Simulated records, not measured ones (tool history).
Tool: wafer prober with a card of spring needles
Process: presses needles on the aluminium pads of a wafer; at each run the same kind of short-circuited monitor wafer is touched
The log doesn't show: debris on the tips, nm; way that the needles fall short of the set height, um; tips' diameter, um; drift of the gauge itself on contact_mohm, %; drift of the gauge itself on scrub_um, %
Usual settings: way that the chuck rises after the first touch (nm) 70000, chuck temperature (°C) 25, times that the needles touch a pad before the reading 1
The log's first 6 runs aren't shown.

run,hour,way that the chuck rises after the first touch (nm),chuck temperature (°C),times that the needles touch a pad before the reading,touches since the tips were cleaned,cleanings since the card got new needles,touches since the first contact's height was set,resistance of one needle with its contact and lead (mohm),way that a needle slides on the pad (nm)
# hour 204.2: height of the first contact set anew
# hour 208.6: tips cleaned on abrasive film
7,217.5,70000,25,1,2945,79,4386,250,18420
# hour 228.7: tips cleaned on abrasive film
8,237.4,70000,25,1,2911,80,10996,247,18380
# hour 247.8: tips cleaned on abrasive film
9,258.6,70000,25,1,3584,81,18033,249,18410
# hour 268.4: tips cleaned on abrasive film
# hour 289.6: tips cleaned on abrasive film
10,295.3,70000,25,1,1896,83,30215,251,18430
# hour 308.8: tips cleaned on abrasive film
11,319.2,70000,25,1,3468,84,38128,250,18360
# hour 329.1: tips cleaned on abrasive film
12,342.8,70000,25,1,4554,85,45967,250,18310
# hour 349.4: tips cleaned on abrasive film
# hour 369.7: tips cleaned on abrasive film
13,373,70000,25,1,1092,87,55988,246,18370
# hour 389.7: tips cleaned on abrasive film
14,394.1,70000,25,1,1459,88,62979,244,18300
# hour 409.6: tips cleaned on abrasive film
15,425.9,70000,25,1,5434,89,73552,246,18270
# hour 430.1: tips cleaned on abrasive film
# hour 452: tips cleaned on abrasive film
# hour 473.1: tips cleaned on abrasive film
16,473.1,70000,25,1,0,92,89183,246,18360
# hour 493.7: tips cleaned on abrasive film
17,509.4,70000,32,1,5261,93,101275,254,18250
# hour 515.2: tips cleaned on abrasive film
# hour 537.6: tips cleaned on abrasive film
18,541.3,70000,32,1,1246,95,111847,251,18240
# hour 556.8: tips cleaned on abrasive film
# hour 577.8: tips cleaned on abrasive film
19,583,70000,98,2,1740,97,125663,271,18210
# hour 599.7: tips cleaned on abrasive film
# hour 620.3: tips cleaned on abrasive film
# hour 620.6: height of the first contact set anew
20,621.4,72000,25,1,279,99,279,247,18710
# hour 641.8: tips cleaned on abrasive film
21,653.8,72000,33,1,4004,100,11058,250,18710
# hour 661.8: tips cleaned on abrasive film
# hour 680.9: tips cleaned on abrasive film
22,686.6,72000,33,1,1903,102,21910,251,18650
# hour 700.1: tips cleaned on abrasive film
# hour 719.3: tips cleaned on abrasive film
23,721.7,78000,25,2,790,104,33534,249,20210
# hour 738.2: tips cleaned on abrasive film
24,755.4,50000,25,3,5742,105,44749,248,12950
# hour 759.7: tips cleaned on abrasive film
# hour 777.8: gauge calibrated
# hour 781.7: tips cleaned on abrasive film
25,793.8,90000,121,2,4023,107,57488,275,23810
# hour 800.8: tips cleaned on abrasive film
# hour 820.5: tips cleaned on abrasive film
26,832.9,52000,78,2,4125,109,70456,264,13790
# hour 841: tips cleaned on abrasive film
# hour 863.7: tips cleaned on abrasive film
27,869.6,52000,78,1,1952,111,82627,265,13670
# hour 883.6: tips cleaned on abrasive film
28,901.1,78000,88,3,5832,112,93092,265,20590
# hour 904.2: tips cleaned on abrasive film
# hour 926.1: tips cleaned on abrasive film
29,936.5,78000,88,3,3469,114,104829,264,20650
# hour 946.9: tips cleaned on abrasive film
30,958.7,75000,44,2,3948,115,112210,253,19770

Forecast each of these 4 alternatives for the next run:
# hour 968.7: tips cleaned on abrasive film
# hour 989.8: tips cleaned on abrasive film
A,996.7,75000,44,2,2300,117,124809,?,?
# hour 968.7: tips cleaned on abrasive film
# hour 989.8: tips cleaned on abrasive film
B,996.7,80000,123,2,2300,117,124809,?,?
# hour 968.7: tips cleaned on abrasive film
# hour 989.8: tips cleaned on abrasive film
C,996.7,75000,44,1,2300,117,124809,?,?
# hour 968.7: tips cleaned on abrasive film
# hour 989.8: tips cleaned on abrasive film
D,996.7,59000,32,1,2300,117,124809,?,?

run,resistance of one needle with its contact and lead (mohm),way that a needle slides on the pad (nm)
A,254,19720
B,279,21130
C,250,19750
D,249,15540
Without the tool's hidden state the same runs would have given:
run,resistance of one needle with its contact and lead (mohm),way that a needle slides on the pad (nm)
A,254,19890
B,279,21310
C,250,19920
D,249,15680
